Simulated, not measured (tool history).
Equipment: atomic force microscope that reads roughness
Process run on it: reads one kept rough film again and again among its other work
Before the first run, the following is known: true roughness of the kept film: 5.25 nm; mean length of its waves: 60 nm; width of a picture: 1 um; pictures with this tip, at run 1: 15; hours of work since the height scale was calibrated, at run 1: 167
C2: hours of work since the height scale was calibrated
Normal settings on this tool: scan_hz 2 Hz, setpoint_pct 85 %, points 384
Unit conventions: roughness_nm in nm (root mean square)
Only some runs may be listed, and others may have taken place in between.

Run 1, hour 0: usual settings; pictures with this tip 15; C2 167. Result: roughness_nm 4.223 nm (root mean square).
Run 2, hour 7.4: usual settings but scan_hz 0.82 Hz; pictures with this tip 28; C2 173. Result: roughness_nm 4.614 nm (root mean square).
Run 3, hour 15.9: usual settings but setpoint_pct 62 %; pictures with this tip 43; C2 180. Result: roughness_nm 4.718 nm (root mean square).
Run 4, hour 22.3: usual settings but setpoint_pct 89 %; pictures with this tip 55; C2 185. Result: roughness_nm 4.087 nm (root mean square).
At hour 27.7: new tip fitted.
Run 5, hour 29.2: usual settings but setpoint_pct 89 %; pictures with this tip 2; C2 190. Result: roughness_nm 4.08 nm (root mean square).
Run 6, hour 36.2: usual settings but setpoint_pct 88 %; pictures with this tip 15; C2 195. Result: roughness_nm 4.161 nm (root mean square).
Run 7, hour 41.6: usual settings but setpoint_pct 88 %; pictures with this tip 25; C2 199. Result: roughness_nm 4.139 nm (root mean square).
Run 8, hour 48.9: usual settings but setpoint_pct 89 %; pictures with this tip 38; C2 205. Result: roughness_nm 4.107 nm (root mean square).
Run 9, hour 53.7: usual settings but setpoint_pct 55 %; pictures with this tip 46; C2 209. Result: roughness_nm 4.796 nm (root mean square).
Run 10, hour 60.6: usual settings but setpoint_pct 55 %; pictures with this tip 59; C2 214. Result: roughness_nm 4.817 nm (root mean square).
At hour 63.9: new tip fitted.
Run 11, hour 67.6: usual settings but setpoint_pct 55 %; pictures with this tip 6; C2 219. Result: roughness_nm 4.815 nm (root mean square).
Run 12, hour 77.3: usual settings but setpoint_pct 55 %; pictures with this tip 24; C2 227. Result: roughness_nm 4.815 nm (root mean square).
Run 13, hour 84: usual settings but setpoint_pct 55 %; pictures with this tip 36; C2 232. Result: roughness_nm 4.809 nm (root mean square).
Run 14, hour 88.7: usual settings but setpoint_pct 55 %; pictures with this tip 44; C2 236. Result: roughness_nm 4.764 nm (root mean square).
Run 15, hour 93.8: usual settings but setpoint_pct 55 %; pictures with this tip 53; C2 240. Result: roughness_nm 4.765 nm (root mean square).
At hour 100.1: new tip fitted.
Run 16, hour 104.3: usual settings but setpoint_pct 55 %; pictures with this tip 7; C2 248. Result: roughness_nm 4.838 nm (root mean square).
Run 17, hour 110.4: usual settings; pictures with this tip 18; C2 253. Result: roughness_nm 4.22 nm (root mean square).
Run 18, hour 116.9: usual settings; pictures with this tip 30; C2 258. Result: roughness_nm 4.206 nm (root mean square).
Run 19, hour 126: usual settings; pictures with this tip 46; C2 265. Result: roughness_nm 4.235 nm (root mean square).
Run 20, hour 131.6: usual settings; pictures with this tip 56; C2 269. Result: roughness_nm 4.225 nm (root mean square).
At hour 136.7: new tip fitted.
Run 21, hour 137.9: usual settings; pictures with this tip 3; C2 274. Result: roughness_nm 4.246 nm (root mean square).
Run 22, hour 147.2: usual settings; pictures with this tip 19; C2 281. Result: roughness_nm 4.231 nm (root mean square).
Run 23, hour 155.2: usual settings; pictures with this tip 34; C2 287. Result: roughness_nm 4.23 nm (root mean square).
Run 24, hour 162.3: usual settings; pictures with this tip 46; C2 293. Result: roughness_nm 4.241 nm (root mean square).
Run 25, hour 167.4: usual settings; pictures with this tip 55; C2 297. Result: roughness_nm 4.239 nm (root mean square).
At hour 172.8: new tip fitted.
Run 26, hour 176.1: usual settings; pictures with this tip 6; C2 303. Result: roughness_nm 4.219 nm (root mean square).
Run 27, hour 182.2: usual settings; pictures with this tip 17; C2 308. Result: roughness_nm 4.206 nm (root mean square).
Run 28, hour 188.9: usual settings but points 556; pictures with this tip 29; C2 314. Result: roughness_nm 4.251 nm (root mean square).
Run 29, hour 196.7: usual settings but points 556; pictures with this tip 43; C2 320. Result: roughness_nm 4.23 nm (root mean square).
Run 30, hour 204.2: usual settings but points 556; pictures with this tip 57; C2 326. Result: roughness_nm 4.244 nm (root mean square).
At hour 208.9: new tip fitted.
Run 31, hour 210.7: usual settings but scan_hz 2.88 Hz, points 585; pictures with this tip 3; C2 330. Result: roughness_nm 3.97 nm (root mean square).
Run 32, hour 219.6: usual settings but scan_hz 3.94 Hz, setpoint_pct 76 %, points 260; pictures with this tip 19; C2 337. Result: roughness_nm 4.036 nm (root mean square).
Run 33, hour 225.3: usual settings but scan_hz 0.6 Hz, points 601; pictures with this tip 30; C2 342. Result: roughness_nm 4.706 nm (root mean square).
Run 34, hour 235.1: usual settings but scan_hz 2.6 Hz, points 345; pictures with this tip 47; C2 349. Result: roughness_nm 4.026 nm (root mean square).
Run 35, hour 241.8: usual settings but scan_hz 0.59 Hz, setpoint_pct 79 %, points 946; pictures with this tip 59; C2 355. Result: roughness_nm 4.801 nm (root mean square).
At hour 244.8: new tip fitted.
Run 36, hour 246.7: usual settings but scan_hz 0.95 Hz, setpoint_pct 65 %, points 577; pictures with this tip 3; C2 358. Result: roughness_nm 4.816 nm (root mean square).
Run 37, hour 255.1: usual settings but scan_hz 1.62 Hz, setpoint_pct 78 %, points 339; pictures with this tip 18; C2 365. Result: roughness_nm 4.497 nm (root mean square).
Run 38, hour 262.7: usual settings but scan_hz 1.62 Hz, setpoint_pct 78 %, points 339; pictures with this tip 32; C2 371. Result: roughness_nm 4.508 nm (root mean square).
Run 39, hour 269.8: usual settings but scan_hz 1.62 Hz, setpoint_pct 78 %, points 339; pictures with this tip 44; C2 376. Result: roughness_nm 4.488 nm (root mean square).
Run 40, hour 279.7: usual settings but scan_hz 1.99 Hz, setpoint_pct 55 %, points 339; pictures with this tip 62; C2 384. Result: roughness_nm 4.785 nm (root mean square).
At hour 281.3: new tip fitted.
Run 41, hour 286.9: usual settings but scan_hz 1.7 Hz, points 394; pictures with this tip 10; C2 389. Result: roughness_nm 4.337 nm (root mean square).
Run 42, hour 293.4: usual settings but scan_hz 1.7 Hz, points 394; pictures with this tip 22; C2 394. Result: roughness_nm 4.323 nm (root mean square).
Run 43, hour 299.6: usual settings but scan_hz 0.72 Hz, setpoint_pct 84 %, points 394; pictures with this tip 33; C2 399. Result: roughness_nm 4.674 nm (root mean square).
Run 44, hour 308: usual settings but scan_hz 0.72 Hz, setpoint_pct 84 %, points 394; pictures with this tip 48; C2 406. Result: roughness_nm 4.692 nm (root mean square).
Run 45, hour 313: usual settings but scan_hz 1.75 Hz, setpoint_pct 77 %; pictures with this tip 57; C2 410. Result: roughness_nm 4.495 nm (root mean square).
At hour 317.9: new tip fitted.
Run 46, hour 319.2: usual settings but scan_hz 1.75 Hz, setpoint_pct 77 %; pictures with this tip 2; C2 414. Result: roughness_nm 4.503 nm (root mean square).
Run 47, hour 324: usual settings but scan_hz 0.79 Hz, setpoint_pct 89 %, points 369; pictures with this tip 11; C2 418. Result: roughness_nm 4.562 nm (root mean square).
Run 48, hour 328.7: usual settings but scan_hz 1.54 Hz, setpoint_pct 57 %, points 369; pictures with this tip 19; C2 422. Result: roughness_nm 4.806 nm (root mean square).
Run 49, hour 335.9: usual settings but scan_hz 1.54 Hz, setpoint_pct 57 %, points 985; pictures with this tip 32; C2 428. Result: roughness_nm 4.805 nm (root mean square).
Run 50, hour 341.3: usual settings but scan_hz 2.89 Hz, setpoint_pct 86 %, points 463; pictures with this tip 42; C2 432. Result: roughness_nm 3.91 nm (root mean square).
Run 51, hour 350.2: usual settings but scan_hz 2.89 Hz, setpoint_pct 86 %, points 463; pictures with this tip 58; C2 439. Result: roughness_nm 3.911 nm (root mean square).
At hour 353.9: new tip fitted.
Run 52, hour 357.7: usual settings but scan_hz 1.42 Hz, setpoint_pct 57 %, points 434; pictures with this tip 6; C2 444. Result: roughness_nm 4.843 nm (root mean square).
Run 53, hour 366.7: usual settings but scan_hz 1.33 Hz, setpoint_pct 86 %, points 712; pictures with this tip 23; C2 451. Result: roughness_nm 4.441 nm (root mean square).

Alternative continuations, all from the tool just after run 53; predict every row:
Run A, hour 371.5: usual settings but scan_hz 1.94 Hz, setpoint_pct 57 %, points 352; pictures with this tip 31; C2 455. Result: roughness_nm ?.
Run B, hour 371.5: usual settings but scan_hz 1.66 Hz, setpoint_pct 86 %, points 712; pictures with this tip 31; C2 455. Result: roughness_nm ?.
Run C, hour 371.5: usual settings but setpoint_pct 76 %, points 846; pictures with this tip 31; C2 455. Result: roughness_nm ?.
Run D, hour 371.5: usual settings but scan_hz 1.16 Hz, setpoint_pct 72 %, points 856; pictures with this tip 31; C2 455. Result: roughness_nm ?.

run  roughness_nm
  A         4.773
  B         4.305
  C         4.432
  D         4.757
Had the tool no hidden state, the same runs would have come out as:
run  roughness_nm
  A         4.779
  B         4.311
  C         4.438
  D         4.763
